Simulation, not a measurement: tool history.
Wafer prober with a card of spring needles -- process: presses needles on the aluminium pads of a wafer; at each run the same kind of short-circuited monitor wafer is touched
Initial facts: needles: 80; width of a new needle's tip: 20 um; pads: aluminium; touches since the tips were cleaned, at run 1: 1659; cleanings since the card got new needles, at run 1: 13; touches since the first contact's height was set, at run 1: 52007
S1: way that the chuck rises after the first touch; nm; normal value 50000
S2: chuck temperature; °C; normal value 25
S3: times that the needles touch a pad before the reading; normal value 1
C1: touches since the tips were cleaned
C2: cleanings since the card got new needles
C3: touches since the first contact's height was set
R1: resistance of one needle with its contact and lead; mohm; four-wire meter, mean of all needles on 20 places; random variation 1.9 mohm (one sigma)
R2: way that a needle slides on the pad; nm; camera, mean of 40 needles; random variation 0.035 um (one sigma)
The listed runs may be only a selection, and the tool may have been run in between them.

run   hour     S1  S2  S3    C1  C2      C3   R1     R2
  1    0.0  50000  25   1  1659  13   52007  292  13510
       8.6  -- tips cleaned on abrasive film
  2   12.5  50000  25   1   960  14   55022  266  13490
      23.3  -- tips cleaned on abrasive film
  3   24.9  50000  25   1   401  15   57997  239  13400
  4   32.4  50000  53   1  2207  15   59803  311  13500
      38.7  -- tips cleaned on abrasive film
  5   39.8  50000  38   1   256  16   61574  236  13460
  6   50.7  50000  38   1  2908  16   64226  322  13460
      53.8  -- tips cleaned on abrasive film
  7   65.0  50000  38   1  2717  17   67669  311  13400
      69.5  -- tips cleaned on abrasive film
  8   78.0  50000  38   1  2076  18   70798  301  13360
      84.2  -- tips cleaned on abrasive film
  9   85.4  50000  25   1   287  19   72559  232  13420
 10   92.1  33000  25   1  1911  19   74183  453   8770
     100.0  -- tips cleaned on abrasive film
 11  106.1  33000  25   1  1470  20   77546  432   8730
     114.6  -- tips cleaned on abrasive film
 12  119.5  58000  25   1  1175  21   80769  256  15570
     130.0  -- tips cleaned on abrasive film
 13  131.3  50000  25   1   322  22   83609  237  13350
     145.3  -- tips cleaned on abrasive film
 14  146.6  50000  25   1   303  23   87285  225  13410
     160.0  -- tips cleaned on abrasive film
 15  162.2  50000  25   1   513  24   91043  248  13320
 16  171.8  50000  25   1  2857  24   93387  314  13390
     174.7  -- tips cleaned on abrasive film
 17  181.2  50000  25   1  1573  25   95640  293  13370
 18  188.0  50000  25   1  3214  25   97281  324  13280
     190.5  -- tips cleaned on abrasive film
 19  203.2  50000  51   1  3074  26  100932  326  13300
     205.7  -- tips cleaned on abrasive film
 20  214.0  61000  48   1  1994  27  103522  266  16380
     220.3  -- tips cleaned on abrasive film
 21  226.4  50000  25   2  1483  28  106515  248  13270
 22  233.2  50000  64   1  3131  28  108163  329  13300
     235.6  -- tips cleaned on abrasive film
 23  245.5  50000  64   1  2389  29  111118  317  13200
     250.4  -- tips cleaned on abrasive film
 24  256.2  38000  95   2  1426  30  113697  313   9950
     265.1  -- tips cleaned on abrasive film
 25  265.1  38000  95   2     0  31  115829  246   9940

Run 26 comes next. What will it give?
 26  275.2  57000  25   1  2438  31  118267   ?   ?

Run 26 yielded R1 286 mohm, R2 15110 nm.
Were there no unlogged condition in the tool, this run, its random variation unchanged, would have produced R1 194 mohm, R2 15570 nm.
